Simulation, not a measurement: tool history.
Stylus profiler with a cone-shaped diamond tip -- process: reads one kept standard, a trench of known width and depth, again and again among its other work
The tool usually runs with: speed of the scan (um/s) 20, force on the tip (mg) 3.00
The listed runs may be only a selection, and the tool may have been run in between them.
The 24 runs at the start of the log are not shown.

run	hour	speed of the scan (um/s)	force on the tip (mg)	depth of the trench (nm)	width of the trench's floor (um)
25	2211.7	20	3.00	101.00	26.80
26	2263.6	29	5.84	101.87	26.73
27	2341.5	9	2.14	100.63	26.69
28	2413.8	9	2.14	100.66	26.66
29	2514.7	72	1.21	100.28	26.38
30	2626.2	71	7.02	102.14	26.56
31	2687.0	8	3.00	100.93	26.59
# hour 2776.8: new tip fitted, height scale calibrated
32	2815.6	48	3.59	101.75	27.91
33	2871.9	24	4.47	102.01	27.96
34	2991.9	54	7.18	102.84	27.85
35	3092.2	51	1.33	100.78	27.65
36	3208.8	28	2.02	101.05	27.74
37	3323.5	13	1.12	100.73	27.64
38	3386.7	33	3.58	101.63	27.66
39	3500.1	7	3.92	101.76	27.67
40	3595.8	7	3.92	101.82	27.66
41	3666.7	7	7.83	102.80	27.57
42	3757.3	7	7.83	102.69	27.50
43	3867.0	7	7.83	102.77	27.49
44	3951.6	7	7.83	102.67	27.48
45	4057.2	65	8.01	102.77	27.26

Branching from run 45: 5 alternative next runs. What would each branch give?
A	4171.0	74	8.01	?	?
B	4171.0	30	7.98	?	?
C	4171.0	24	8.01	?	?
D	4171.0	25	4.64	?	?
E	4171.0	31	3.00	?	?

run	depth of the trench (nm)	width of the trench's floor (um)
A	102.69	27.25
B	102.67	27.31
C	102.75	27.31
D	101.77	27.34
E	101.24	27.26
Without the tool's hidden state the same runs would have given:
run	depth of the trench (nm)	width of the trench's floor (um)
A	103.02	27.89
B	102.99	27.96
C	103.07	27.96
D	102.09	27.98
E	101.56	27.90

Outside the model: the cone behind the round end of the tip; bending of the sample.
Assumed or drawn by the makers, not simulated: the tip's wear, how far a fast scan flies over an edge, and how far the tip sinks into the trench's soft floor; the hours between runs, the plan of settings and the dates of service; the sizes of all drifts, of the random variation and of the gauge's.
